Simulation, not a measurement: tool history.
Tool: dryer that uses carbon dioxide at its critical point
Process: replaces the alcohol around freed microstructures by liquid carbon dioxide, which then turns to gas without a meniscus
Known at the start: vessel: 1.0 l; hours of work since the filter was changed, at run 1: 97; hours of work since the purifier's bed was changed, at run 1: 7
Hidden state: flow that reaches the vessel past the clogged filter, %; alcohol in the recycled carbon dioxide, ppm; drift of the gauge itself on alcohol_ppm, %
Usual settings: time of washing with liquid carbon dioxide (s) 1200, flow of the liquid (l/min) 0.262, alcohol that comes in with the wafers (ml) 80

| run | day | time of washing with liquid carbon dioxide (s) | flow of the liquid (l/min) | alcohol that comes in with the wafers (ml) | hours of work since the filter was changed | hours of work since the purifier's bed was changed | alcohol left in the vessel before it's heated (ppm by volume) |
|---|---|---|---|---|---|---|---|
| 1 | 0 | 1200 | 0.262 | 80 | 97 | 7 | 1902 |
| 2 | 0.846 | 1200 | 0.262 | 41 | 110 | 20 | 1024 |
| 3 | 2.146 | 1200 | 0.262 | 41 | 130 | 40 | 1092 |
| 4 | 3.454 | 1200 | 0.262 | 41 | 150 | 60 | 1206 |
| 5 | 5.025 | 1200 | 0.262 | 41 | 174 | 84 | 1271 |
| 6 | 5.667 | 1200 | 0.262 | 80 | 184 | 94 | 2481 |
| 7 | 6.742 | 1200 | 0.262 | 80 | 200 | 110 | 2699 |
| 8 | 8.108 | 1200 | 0.262 | 80 | 221 | 131 | 2811 |
|  | 8.246 | inlet filter changed |
| 9 | 9.317 | 1200 | 0.351 | 80 | 16 | 149 | 468 |
| 10 | 10.867 | 1200 | 0.351 | 80 | 40 | 173 | 517 |
| 11 | 12.1 | 1200 | 0.351 | 80 | 59 | 192 | 515 |
| 12 | 13.596 | 1380 | 0.351 | 80 | 82 | 215 | 302 |
| 13 | 15.108 | 1740 | 0.216 | 29 | 106 | 238 | 436 |

Hidden state or all else? Some run-to-run changes of alcohol left in the vessel before it's heated (ppm by volume), split into what the settings, what came in and random variation would give without the hidden state, and what is left for the hidden state (with any gauge scatter that isn't in both results):
Run 8 -> 9: flow of the liquid (l/min) 0.262 -> 0.351, inlet filter changed. alcohol left in the vessel before it's heated (ppm by volume) -2343: hidden state -1162, all else -1181.
